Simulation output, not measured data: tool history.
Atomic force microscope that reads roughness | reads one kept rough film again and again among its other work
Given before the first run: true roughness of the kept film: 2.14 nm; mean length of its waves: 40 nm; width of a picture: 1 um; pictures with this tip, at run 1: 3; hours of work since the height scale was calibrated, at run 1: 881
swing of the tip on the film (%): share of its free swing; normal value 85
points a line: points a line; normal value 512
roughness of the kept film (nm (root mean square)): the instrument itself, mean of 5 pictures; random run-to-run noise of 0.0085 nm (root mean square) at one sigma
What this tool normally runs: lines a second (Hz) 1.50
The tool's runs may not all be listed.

run     day  lines a second (Hz)  swing of the tip on the film (%)  points a line  pictures with this tip  hours of work since the height scale was calibrated  roughness of the kept film (nm (root mean square))
  1   0.000                 1.50                                85            512                       3                                                  881                                               1.843
  2   1.292                 1.50                                85            512                      68                                                  901                                               1.760
  3   2.196                 1.50                                85            512                     114                                                  916                                               1.680
  4   3.117                 1.50                                85            512                     160                                                  930                                               1.627
  5   4.267                 1.06                                85            512                     218                                                  949                                               1.607
      4.504  -- new tip fitted
  6   5.767                 1.06                                85            512                      64                                                  972                                               1.805
  7   6.829                 3.42                                85            512                     118                                                  989                                               1.528
  8   7.542                 3.42                                85            512                     154                                                 1001                                               1.485
  9   8.633                 1.50                                85            512                     209                                                 1018                                               1.571
      9.058  -- new tip fitted
 10   9.896                 1.50                                85            512                      43                                                 1038                                               1.771
 11  11.650                 1.50                                67            512                     131                                                 1066                                               1.740
 12  12.875                 1.50                                67            512                     193                                                 1085                                               1.678
     13.675  -- new tip fitted
 13  13.912                 1.50                                67            512                      12                                                 1101                                               1.908
 14  15.267                 3.12                                85            512                      81                                                 1123                                               1.599
 15  16.867                 3.12                                85            512                     162                                                 1149                                               1.489
 16  17.925                 1.50                                85            607                     215                                                 1165                                               1.554
     18.242  -- new tip fitted
 17  19.000                 1.50                                85            457                      38                                                 1182                                               1.796
 18  20.504                 1.50                                85            457                     114                                                 1206                                               1.687
 19  21.412                 1.50                                85            457                     160                                                 1221                                               1.639
     22.788  -- new tip fitted
 20  22.821                 1.50                                85            512                       1                                                 1243                                               1.839
 21  24.542                 1.50                                85            512                      88                                                 1270                                               1.715
 22  25.829                 1.50                                80            512                     153                                                 1291                                               1.667
     27.408  -- new tip fitted
 23  27.408                 1.50                                80            512                       0                                                 1315                                               1.839
 24  29.100                 1.50                                80            512                      85                                                 1342                                               1.730
 25  30.771                 1.50                                80            512                     170                                                 1369                                               1.624
 26  31.567                 1.50                                85            289                     210                                                 1382                                               1.539
     32.025  -- new tip fitted
 27  32.904                 1.83                                62            512                      44                                                 1403                                               1.873
 28  34.588                 1.83                                62            512                     129                                                 1430                                               1.733
 29  36.121                 2.05                                88            512                     207                                                 1454                                               1.500
     36.621  -- new tip fitted
 30  37.125                 2.05                                88            512                      26                                                 1470                                               1.728
 31  38.058                 3.28                                88            988                      73                                                 1484                                               1.548
 32  39.079                 0.62                                85            390                     124                                                 1501                                               1.747
 33  40.688                 1.48                                67            512                     205                                                 1526                                               1.651
     41.288  -- new tip fitted
 34  41.988                 0.54                                64            438                      35                                                 1547                                               1.912
 35  43.492                 2.05                                85            365                     111                                                 1571                                               1.638
 36  45.188                 2.51                                85            512                     197                                                 1598                                               1.499
     45.900  -- new tip fitted
 37  46.579                 0.60                                84            512                      34                                                 1620                                               1.878
 38  48.175                 3.78                                85            512                     115                                                 1645                                               1.496
 39  49.712                 3.29                                81            986                     192                                                 1670                                               1.493
     50.467  -- new tip fitted
 40  51.112                 0.59                                81            384                      33                                                 1691                                               1.888
 41  52.454                 0.59                                81            384                     100                                                 1713                                               1.757
 42  53.233                 0.59                                81            384                     140                                                 1725                                               1.719
 43  54.004                 1.63                                71            512                     179                                                 1738                                               1.660
 44  54.917                 1.63                                71            512                     225                                                 1752                                               1.590
     55.100  -- new tip fitted
 45  56.454                 1.50                                85            701                      69                                                 1776                                               1.733
 46  57.683                 0.61                                76            451                     131                                                 1796                                               1.767
 47  59.204                 0.61                                76            451                     207                                                 1820                                               1.657
     59.662  -- new tip fitted
 48  60.375                 1.50                                85            584                      36                                                 1838                                               1.778
 49  61.083                 1.51                                63            730                      72                                                 1850                                               1.826
 50  62.579                 1.51                                78            613                     148                                                 1874                                               1.659
 51  63.708                 2.24                                80            723                     205                                                 1892                                               1.546
     64.200  -- new tip fitted
 52  65.408                 2.24                                80            723                      61                                                 1918                                               1.721

Forecast each of these 4 alternatives for the next run:
  A  67.046                 2.85                                80            723                     143                                                 1944                                                   ?
  B  67.046                 1.50                                85            311                     143                                                 1944                                                   ?
  C  67.046                 0.58                                60            833                     143                                                 1944                                                   ?
  D  67.046                 1.50                                89            295                     143                                                 1944                                                   ?

run  roughness of the kept film (nm (root mean square))
  A                                               1.574
  B                                               1.642
  C                                               1.754
  D                                               1.603
What these runs would have given with no unlogged condition in the tool:
run  roughness of the kept film (nm (root mean square))
  A                                               1.799
  B                                               1.876
  C                                               2.006
  D                                               1.832
